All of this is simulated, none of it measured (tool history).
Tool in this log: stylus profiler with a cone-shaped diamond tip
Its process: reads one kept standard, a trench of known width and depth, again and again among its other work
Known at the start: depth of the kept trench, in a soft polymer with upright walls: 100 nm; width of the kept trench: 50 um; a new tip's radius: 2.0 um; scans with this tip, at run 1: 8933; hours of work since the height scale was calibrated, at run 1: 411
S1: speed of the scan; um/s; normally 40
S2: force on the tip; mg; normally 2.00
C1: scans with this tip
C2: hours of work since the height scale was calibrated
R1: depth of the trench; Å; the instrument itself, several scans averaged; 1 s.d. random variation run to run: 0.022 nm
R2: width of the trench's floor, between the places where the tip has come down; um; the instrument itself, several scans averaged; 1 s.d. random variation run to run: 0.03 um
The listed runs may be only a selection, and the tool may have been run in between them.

run	day	S1	S2	C1	C2	R1	R2
1	0.000	40	2.00	8933	411	1008.0	48.31
2	2.821	40	2.00	9240	460	1007.3	48.28
3	5.804	92	2.00	9565	513	1007.9	47.95
4	8.029	40	2.00	9808	552	1007.9	48.31
5	9.342	11	2.00	9951	575	1007.9	48.51
6	12.146	11	2.00	10257	624	1008.2	48.50
7	14.008	40	2.00	10460	656	1008.5	48.29
8	15.842	40	2.00	10660	688	1008.4	48.30
9	18.196	40	2.00	10917	730	1008.6	48.26
10	21.183	40	2.00	11242	782	1008.4	48.31
11	23.321	40	2.00	11476	819	1008.6	48.31
12	25.562	40	2.00	11720	859	1009.0	48.26
13	26.862	40	0.95	11862	881	1006.6	48.17
14	29.708	40	0.95	12172	931	1006.9	48.16
# day 32.754: height scale calibrated on a step standard
15	32.783	84	3.17	12505	0	1008.5	48.13
16	34.846	112	0.81	12730	37	1003.1	47.40
17	36.638	57	2.06	12925	68	1006.3	48.18
18	39.012	21	2.00	13184	110	1006.7	48.41
19	40.454	21	2.00	13341	135	1006.3	48.45
20	43.179	45	2.00	13638	182	1006.3	48.26
21	45.838	45	2.00	13928	229	1007.1	48.26
22	48.604	14	2.08	14230	277	1007.0	48.43
23	50.125	14	2.08	14396	304	1007.3	48.46
24	53.083	14	2.08	14718	356	1007.3	48.43
25	54.542	29	0.84	14877	381	1004.5	48.21
26	56.812	11	1.45	15125	421	1006.1	48.46

Run 27 is up next; what results do you expect?
27	58.829	40	0.69	15345	457	?	?

{"run 27": {"R1": 1004.1, "R2": 48.04}}
Had the tool carried no hidden state, the very same run would have given R1 1003.0 Å, R2 48.28 um.
